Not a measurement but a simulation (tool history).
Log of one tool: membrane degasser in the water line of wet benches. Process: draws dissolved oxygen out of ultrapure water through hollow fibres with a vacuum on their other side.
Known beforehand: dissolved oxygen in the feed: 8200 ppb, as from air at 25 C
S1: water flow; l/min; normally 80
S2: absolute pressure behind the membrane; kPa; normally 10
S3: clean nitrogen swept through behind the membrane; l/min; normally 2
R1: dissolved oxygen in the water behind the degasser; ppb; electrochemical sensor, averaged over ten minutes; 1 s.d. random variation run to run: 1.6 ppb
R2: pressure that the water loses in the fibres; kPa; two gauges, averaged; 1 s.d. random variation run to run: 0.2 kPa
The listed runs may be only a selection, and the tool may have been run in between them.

run 1 hour=0 | S1=80 S2=10 S3=2 | R1=529.6 R2=46.21
run 2 hour=54.9 | S1=80 S2=10 S3=2.24 | R1=485.5 R2=45.96
run 3 hour=102.3 | S1=80 S2=10 S3=5.3 | R1=235.1 R2=46.08
run 4 hour=170.4 | S1=80 S2=10 S3=5.51 | R1=227.8 R2=46.09
run 5 hour=208.2 | S1=80 S2=10 S3=5.51 | R1=226.8 R2=45.95
run 6 hour=261.5 | S1=80 S2=10 S3=5.51 | R1=229.1 R2=45.99
run 7 hour=315.8 | S1=80 S2=10 S3=5.51 | R1=228.1 R2=45.74
run 8 hour=365.3 | S1=80 S2=10 S3=5.51 | R1=229.1 R2=45.71
run 9 hour=397.6 | S1=80 S2=10 S3=2 | R1=528.2 R2=45.59
run 10 hour=434.2 | S1=80 S2=6.7 S3=2 | R1=284.2 R2=45.89
run 11 hour=488.7 | S1=80 S2=6.7 S3=2 | R1=285.8 R2=45.91
run 12 hour=524.5 | S1=80 S2=6.7 S3=2 | R1=284.2 R2=46.1
run 13 hour=582.8 | S1=64 S2=8 S3=2 | R1=321.4 R2=36.89
run 14 hour=631.2 | S1=103 S2=7.3 S3=1.24 | R1=558.1 R2=58.98
run 15 hour=691.7 | S1=124 S2=10 S3=1.48 | R1=895.8 R2=71.29
run 16 hour=728.6 | S1=124 S2=10 S3=5.88 | R1=324.9 R2=71.51
run 17 hour=797.6 | S1=124 S2=10 S3=5.88 | R1=325.8 R2=71.41
run 18 hour=855.3 | S1=80 S2=19.6 S3=1.39 | R1=1504.8 R2=46.26
run 19 hour=920.9 | S1=80 S2=8.3 S3=1.39 | R1=529.1 R2=46.06

Below are 5 alternative next runs, each starting from the tool's condition after run 19. Predict each:
run A hour=957.5 | S1=80 S2=17.8 S3=1.99 | R1=? R2=?
run B hour=957.5 | S1=80 S2=8.3 S3=1.05 | R1=? R2=?
run C hour=957.5 | S1=52 S2=23.8 S3=0.85 | R1=? R2=?
run D hour=957.5 | S1=80 S2=8.3 S3=3.8 | R1=? R2=?
run E hour=957.5 | S1=80 S2=18.4 S3=1.39 | R1=? R2=?

run=A R1=1066.4 R2=46.36
run=B R1=642.4 R2=46.31
run=C R1=1897.5 R2=30.07
run=D R1=241 R2=46
run=E R1=1412.8 R2=45.83
What these runs would have given with no unlogged condition in the tool:
run=A R1=1056.7 R2=45.98
run=B R1=627.1 R2=45.93
run=C R1=1888.1 R2=29.83
run=D R1=234.3 R2=45.62
run=E R1=1402.1 R2=45.45

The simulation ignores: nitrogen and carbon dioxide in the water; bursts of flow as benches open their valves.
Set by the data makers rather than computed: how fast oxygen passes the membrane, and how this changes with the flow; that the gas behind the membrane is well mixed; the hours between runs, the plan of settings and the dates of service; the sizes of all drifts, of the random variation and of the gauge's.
